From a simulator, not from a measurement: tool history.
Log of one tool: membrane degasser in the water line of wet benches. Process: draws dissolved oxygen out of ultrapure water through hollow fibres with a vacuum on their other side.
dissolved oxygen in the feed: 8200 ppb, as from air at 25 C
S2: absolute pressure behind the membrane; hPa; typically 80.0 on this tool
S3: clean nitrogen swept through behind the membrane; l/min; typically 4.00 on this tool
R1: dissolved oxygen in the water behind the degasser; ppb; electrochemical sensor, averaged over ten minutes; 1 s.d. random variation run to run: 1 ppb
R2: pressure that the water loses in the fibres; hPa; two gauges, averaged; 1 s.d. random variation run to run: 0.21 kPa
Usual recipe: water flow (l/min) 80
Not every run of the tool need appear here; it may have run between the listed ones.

Run 1, hour 0.0: usual settings. Result: R1 210.5 ppb, R2 490.4 hPa.
Run 2, hour 125.1: usual settings. Result: R1 210.8 ppb, R2 489.5 hPa.
Run 3, hour 198.8: usual settings. Result: R1 210.2 ppb, R2 491.4 hPa.
Run 4, hour 287.1: usual settings but water flow (l/min) 93. Result: R1 243.3 ppb, R2 567.2 hPa.
Run 5, hour 359.5: usual settings but water flow (l/min) 93. Result: R1 244.0 ppb, R2 562.4 hPa.
Run 6, hour 454.5: usual settings. Result: R1 211.0 ppb, R2 494.1 hPa.
At hour 588.1: vacuum gauge calibrated.
Run 7, hour 594.1: usual settings. Result: R1 210.3 ppb, R2 484.9 hPa.
Run 8, hour 686.5: usual settings but water flow (l/min) 56. Result: R1 153.0 ppb, R2 338.4 hPa.
Run 9, hour 790.9: usual settings but water flow (l/min) 56. Result: R1 153.7 ppb, R2 340.2 hPa.
Run 10, hour 918.4: usual settings but water flow (l/min) 106, S3 5.96 l/min. Result: R1 193.4 ppb, R2 641.3 hPa.
Run 11, hour 1057.2: usual settings but water flow (l/min) 117, S2 180.2 hPa, S3 1.66 l/min. Result: R1 1561.6 ppb, R2 703.9 hPa.
Run 12, hour 1118.5: usual settings but water flow (l/min) 117, S2 180.2 hPa, S3 1.66 l/min. Result: R1 1563.4 ppb, R2 705.6 hPa.

Run 13 comes next. What will it give?
Run 13, hour 1235.2: usual settings but water flow (l/min) 76, S2 58.7 hPa. Result: R1 ?, R2 ?.

Run 13 produced R1 113.3 ppb, R2 456.3 hPa.
With no hidden state in the tool, this same run would have given R1 113.3 ppb, R2 465.4 hPa.

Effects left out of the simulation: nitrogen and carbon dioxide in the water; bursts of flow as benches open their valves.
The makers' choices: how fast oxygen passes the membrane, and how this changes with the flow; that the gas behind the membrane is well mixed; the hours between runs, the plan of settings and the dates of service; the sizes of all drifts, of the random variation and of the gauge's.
